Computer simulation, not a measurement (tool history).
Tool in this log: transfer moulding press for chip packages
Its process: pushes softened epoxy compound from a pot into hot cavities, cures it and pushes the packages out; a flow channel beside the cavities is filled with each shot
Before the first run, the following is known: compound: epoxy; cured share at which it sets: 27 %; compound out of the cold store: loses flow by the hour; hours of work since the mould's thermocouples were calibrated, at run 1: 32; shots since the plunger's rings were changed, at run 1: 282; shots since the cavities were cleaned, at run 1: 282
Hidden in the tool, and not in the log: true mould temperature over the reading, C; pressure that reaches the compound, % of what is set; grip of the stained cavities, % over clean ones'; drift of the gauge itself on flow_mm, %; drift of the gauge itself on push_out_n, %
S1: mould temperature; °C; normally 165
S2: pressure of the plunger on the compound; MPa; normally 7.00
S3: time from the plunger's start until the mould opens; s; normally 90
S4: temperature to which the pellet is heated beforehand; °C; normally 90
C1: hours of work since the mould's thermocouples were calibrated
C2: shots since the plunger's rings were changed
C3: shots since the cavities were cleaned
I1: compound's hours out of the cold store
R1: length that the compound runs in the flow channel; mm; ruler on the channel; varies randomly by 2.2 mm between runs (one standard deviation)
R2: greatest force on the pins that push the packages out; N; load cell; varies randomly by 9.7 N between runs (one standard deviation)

run 1 day=0.000 | S1=165 S2=7.00 S3=90 S4=90 | C1=32 C2=282 C3=282 | I1=34.5 | R1=913 R2=441
run 2 day=0.538 | S1=165 S2=8.62 S3=90 S4=90 | C1=42 C2=458 C3=458 | I1=26.0 | R1=1051 R2=450
run 3 day=0.788 | S1=165 S2=8.62 S3=90 S4=90 | C1=47 C2=540 C3=540 | I1=43.2 | R1=973 R2=432
run 4 day=1.075 | S1=165 S2=8.62 S3=90 S4=90 | C1=52 C2=635 C3=635 | I1=45.8 | R1=960 R2=451
run 5 day=1.379 | S1=165 S2=8.62 S3=90 S4=90 | C1=58 C2=735 C3=735 | I1=9.9 | R1=1135 R2=457
run 6 day=1.646 | S1=165 S2=8.62 S3=90 S4=90 | C1=62 C2=822 C3=822 | I1=44.4 | R1=965 R2=431
run 7 day=2.004 | S1=165 S2=8.62 S3=90 S4=90 | C1=69 C2=940 C3=940 | I1=35.8 | R1=1007 R2=438
run 8 day=2.400 | S1=165 S2=8.62 S3=90 S4=90 | C1=76 C2=1069 C3=1069 | I1=41.2 | R1=979 R2=426
-- day=2.762 cavities cleaned with cleaning compound and waxed
run 9 day=2.867 | S1=165 S2=8.62 S3=90 S4=90 | C1=83 C2=1202 C3=34 | I1=10.1 | R1=1130 R2=457
run 10 day=3.283 | S1=165 S2=7.00 S3=90 S4=90 | C1=91 C2=1339 C3=171 | I1=11.9 | R1=1014 R2=459
run 11 day=3.558 | S1=165 S2=7.00 S3=90 S4=90 | C1=96 C2=1430 C3=262 | I1=18.8 | R1=983 R2=440
run 12 day=3.925 | S1=165 S2=7.00 S3=90 S4=90 | C1=103 C2=1550 C3=382 | I1=8.8 | R1=1026 R2=457
run 13 day=4.162 | S1=165 S2=7.00 S3=120 S4=90 | C1=107 C2=1628 C3=460 | I1=39.4 | R1=893 R2=372
run 14 day=4.583 | S1=167 S2=7.95 S3=73 S4=83 | C1=115 C2=1766 C3=598 | I1=40.8 | R1=939 R2=584
run 15 day=5.088 | S1=170 S2=7.00 S3=90 S4=83 | C1=124 C2=1931 C3=763 | I1=25.1 | R1=936 R2=394
run 16 day=5.567 | S1=165 S2=5.31 S3=90 S4=83 | C1=132 C2=2088 C3=920 | I1=29.3 | R1=814 R2=462
run 17 day=5.838 | S1=164 S2=5.31 S3=79 S4=99 | C1=137 C2=2177 C3=1009 | I1=8.4 | R1=897 R2=601
run 18 day=6.108 | S1=165 S2=6.84 S3=90 S4=90 | C1=142 C2=2266 C3=1098 | I1=42.6 | R1=867 R2=446
-- day=6.421 cavities cleaned with cleaning compound and waxed
run 19 day=6.517 | S1=165 S2=8.25 S3=90 S4=90 | C1=149 C2=2380 C3=31 | I1=24.8 | R1=1036 R2=446
run 20 day=6.746 | S1=165 S2=8.25 S3=90 S4=90 | C1=153 C2=2455 C3=106 | I1=45.7 | R1=938 R2=445
run 21 day=7.046 | S1=165 S2=7.33 S3=72 S4=98 | C1=158 C2=2554 C3=205 | I1=27.1 | R1=961 R2=656
run 22 day=7.292 | S1=165 S2=7.33 S3=72 S4=98 | C1=163 C2=2634 C3=285 | I1=23.0 | R1=980 R2=669
run 23 day=7.688 | S1=168 S2=6.54 S3=116 S4=95 | C1=170 C2=2764 C3=415 | I1=31.9 | R1=877 R2=380
run 24 day=7.962 | S1=161 S2=6.19 S3=90 S4=82 | C1=175 C2=2854 C3=505 | I1=8.4 | R1=990 R2=612
run 25 day=8.229 | S1=165 S2=7.00 S3=90 S4=98 | C1=180 C2=2941 C3=592 | I1=38.4 | R1=894 R2=426
run 26 day=8.567 | S1=171 S2=7.00 S3=90 S4=90 | C1=186 C2=3052 C3=703 | I1=46.7 | R1=838 R2=381

Forecast each of these 5 alternatives for the next run:
run A day=9.079 | S1=171 S2=7.00 S3=90 S4=93 | C1=195 C2=3221 C3=872 | I1=47.0 | R1=? R2=?
run B day=9.079 | S1=165 S2=7.00 S3=95 S4=100 | C1=195 C2=3221 C3=872 | I1=45.3 | R1=? R2=?
run C day=9.079 | S1=165 S2=7.00 S3=124 S4=90 | C1=195 C2=3221 C3=872 | I1=11.5 | R1=? R2=?
run D day=9.079 | S1=162 S2=6.34 S3=76 S4=90 | C1=195 C2=3221 C3=872 | I1=11.7 | R1=? R2=?
run E day=9.079 | S1=171 S2=7.00 S3=105 S4=84 | C1=195 C2=3221 C3=872 | I1=18.5 | R1=? R2=?

run=A R1=837 R2=394
run=B R1=866 R2=398
run=C R1=1014 R2=381
run=D R1=976 R2=814
run=E R1=957 R2=377
What these runs would have given with no unlogged condition in the tool:
run=A R1=837 R2=391
run=B R1=866 R2=395
run=C R1=1015 R2=378
run=D R1=976 R2=808
run=E R1=957 R2=374
